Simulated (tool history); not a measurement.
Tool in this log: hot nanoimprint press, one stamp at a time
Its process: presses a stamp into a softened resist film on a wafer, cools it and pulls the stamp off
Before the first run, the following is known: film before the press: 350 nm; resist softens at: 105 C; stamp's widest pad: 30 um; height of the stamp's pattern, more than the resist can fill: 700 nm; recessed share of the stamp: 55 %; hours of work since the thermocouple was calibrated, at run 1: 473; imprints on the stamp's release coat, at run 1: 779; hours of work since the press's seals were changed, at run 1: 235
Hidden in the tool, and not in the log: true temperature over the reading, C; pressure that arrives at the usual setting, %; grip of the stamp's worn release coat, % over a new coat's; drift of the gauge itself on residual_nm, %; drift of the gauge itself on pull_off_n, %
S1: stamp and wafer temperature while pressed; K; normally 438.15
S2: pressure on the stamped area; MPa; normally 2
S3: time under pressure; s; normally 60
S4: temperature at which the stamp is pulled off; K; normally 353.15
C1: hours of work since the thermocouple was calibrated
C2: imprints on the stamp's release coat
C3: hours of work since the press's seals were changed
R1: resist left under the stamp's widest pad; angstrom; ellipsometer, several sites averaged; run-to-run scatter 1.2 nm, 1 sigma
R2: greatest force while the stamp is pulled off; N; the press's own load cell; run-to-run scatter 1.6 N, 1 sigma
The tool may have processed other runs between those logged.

run 1 day=0 | S1=438.15 S2=2 S3=60 S4=353.15 | C1=473 C2=779 C3=235 | R1=1755 R2=239
run 2 day=0.312 | S1=438.15 S2=2 S3=60 S4=353.15 | C1=478 C2=800 C3=240 | R1=1748 R2=237
run 3 day=0.65 | S1=438.15 S2=2 S3=60 S4=350.15 | C1=484 C2=823 C3=246 | R1=1739 R2=252
run 4 day=0.917 | S1=438.15 S2=2 S3=60 S4=349.15 | C1=488 C2=840 C3=250 | R1=1748 R2=260
run 5 day=1.196 | S1=438.15 S2=2 S3=60 S4=349.15 | C1=493 C2=859 C3=255 | R1=1745 R2=258
run 6 day=1.646 | S1=438.15 S2=2 S3=60 S4=350.15 | C1=501 C2=889 C3=263 | R1=1761 R2=255
run 7 day=2.012 | S1=438.15 S2=2 S3=60 S4=350.15 | C1=507 C2=913 C3=269 | R1=1756 R2=253
run 8 day=2.383 | S1=438.15 S2=2 S3=60 S4=353.15 | C1=513 C2=937 C3=275 | R1=1721 R2=237
run 9 day=2.633 | S1=438.15 S2=2 S3=60 S4=353.15 | C1=518 C2=954 C3=280 | R1=1726 R2=239
run 10 day=3.088 | S1=438.15 S2=2 S3=60 S4=353.15 | C1=526 C2=984 C3=287 | R1=1739 R2=238
run 11 day=3.462 | S1=438.15 S2=2 S3=60 S4=353.15 | C1=532 C2=1009 C3=294 | R1=1750 R2=241
run 12 day=3.988 | S1=438.15 S2=2 S3=60 S4=353.15 | C1=541 C2=1044 C3=303 | R1=1723 R2=240
run 13 day=4.25 | S1=438.15 S2=2 S3=47 S4=353.15 | C1=545 C2=1061 C3=307 | R1=1892 R2=238
-- day=4.542 stamp cleaned and given a new release coat
run 14 day=5.017 | S1=438.15 S2=2 S3=47 S4=353.15 | C1=554 C2=31 C3=316 | R1=1872 R2=215
run 15 day=5.271 | S1=438.15 S2=2 S3=47 S4=353.15 | C1=559 C2=48 C3=320 | R1=1890 R2=217
-- day=5.558 plate thermocouple calibrated
run 16 day=5.996 | S1=438.15 S2=2 S3=47 S4=353.15 | C1=8 C2=88 C3=331 | R1=2095 R2=234
run 17 day=6.346 | S1=438.15 S2=2.5 S3=41 S4=353.15 | C1=13 C2=111 C3=337 | R1=2006 R2=234
run 18 day=6.617 | S1=438.15 S2=2 S3=60 S4=348.15 | C1=18 C2=129 C3=341 | R1=1931 R2=263
run 19 day=6.871 | S1=438.15 S2=2 S3=60 S4=348.15 | C1=22 C2=146 C3=346 | R1=1946 R2=260
run 20 day=7.379 | S1=444.15 S2=2.63 S3=60 S4=348.15 | C1=31 C2=180 C3=354 | R1=1339 R2=263
run 21 day=7.842 | S1=438.15 S2=1.47 S3=60 S4=352.15 | C1=39 C2=210 C3=362 | R1=2116 R2=241
run 22 day=8.262 | S1=449.15 S2=1.49 S3=45 S4=342.15 | C1=46 C2=238 C3=369 | R1=1584 R2=292
run 23 day=8.65 | S1=438.15 S2=2 S3=74 S4=342.15 | C1=53 C2=264 C3=376 | R1=1791 R2=296
run 24 day=9.158 | S1=438.15 S2=2 S3=48 S4=349.15 | C1=62 C2=298 C3=385 | R1=2042 R2=259
run 25 day=9.442 | S1=438.15 S2=2 S3=48 S4=349.15 | C1=66 C2=316 C3=390 | R1=2028 R2=259

Estimate the outcome of run 26 from the log above:
run 26 day=9.821 | S1=438.15 S2=1.4 S3=60 S4=358.15 | C1=73 C2=342 C3=396 | R1=? R2=?

R1: 2185 angstrom
R2: 211 N
Take away the tool's hidden state, keep the run-to-run variation as it was, and the same run would have given R1 2189 angstrom, R2 205 N.
